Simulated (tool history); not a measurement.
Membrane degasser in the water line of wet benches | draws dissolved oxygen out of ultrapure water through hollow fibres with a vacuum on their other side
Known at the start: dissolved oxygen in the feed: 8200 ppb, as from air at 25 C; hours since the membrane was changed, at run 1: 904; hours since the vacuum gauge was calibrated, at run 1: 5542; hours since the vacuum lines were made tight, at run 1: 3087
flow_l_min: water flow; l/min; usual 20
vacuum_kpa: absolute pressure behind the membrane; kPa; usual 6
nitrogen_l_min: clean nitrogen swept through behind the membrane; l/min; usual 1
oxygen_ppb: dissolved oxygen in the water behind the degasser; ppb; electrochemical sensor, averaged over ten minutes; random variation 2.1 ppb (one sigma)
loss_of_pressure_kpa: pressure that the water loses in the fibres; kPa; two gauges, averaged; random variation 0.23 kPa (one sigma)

run	hour	flow_l_min	vacuum_kpa	nitrogen_l_min	hours since the membrane was changed	hours since the vacuum gauge was calibrated	hours since the vacuum lines were made tight	oxygen_ppb	loss_of_pressure_kpa
1	0	20	6	1	904	5542	3087	207.2	56.65
2	175.1	20	6	1	1079	5717	3262	204.7	57.04
3	439.5	20	6	1	1344	5982	3526	207	57.08
# hour 496.9: seals of the vacuum lines changed
# hour 512.5: vacuum gauge calibrated
4	604.9	20	6	1	1506	92	108	206.4	57.56
5	811.3	20	6	1	1713	299	314	210.4	56.77
6	1037.9	20	6	1	1939	525	541	208.4	57.38
7	1221.6	20	6	1	2123	709	724	205.6	57.09
8	1348.8	20	6.1	1	2250	836	851	216	57.25
9	1537.5	20	6	1	2439	1025	1040	209.5	56.86
10	1780	16	5.41	0.48	2682	1267	1283	203.7	45.86
11	2030.8	14	6	1	2932	1518	1533	134.6	39.97
12	2300.9	24	8.38	0.69	3202	1788	1804	471.3	68.28
13	2519.3	30	4.41	2.12	3421	2007	2022	207	85.7
14	2678.8	25	6	0.7	3580	2166	2181	327.1	71.17
15	2941.1	19	10.97	0.63	3843	2429	2444	546	54.39
16	3163.9	19	10.97	0.63	4065	2651	2666	551.3	54.18
17	3334.8	28	7.87	0.85	4236	2822	2837	456	79.77

3 ways to go on from here, each from the tool as it stands after run 17. What would each give?
A	3502.1	20	8.5	1	4404	2990	3005	?	?
B	3502.1	28	10.64	0.48	4404	2990	3005	?	?
C	3502.1	17	5.52	1	4404	2990	3005	?	?

run	oxygen_ppb	loss_of_pressure_kpa
A	312.7	56.94
B	871.7	80.5
C	150.1	48.3
Without the tool's hidden state the same runs would have given:
run	oxygen_ppb	loss_of_pressure_kpa
A	312.4	56.91
B	871.3	80.46
C	149.9	48.28
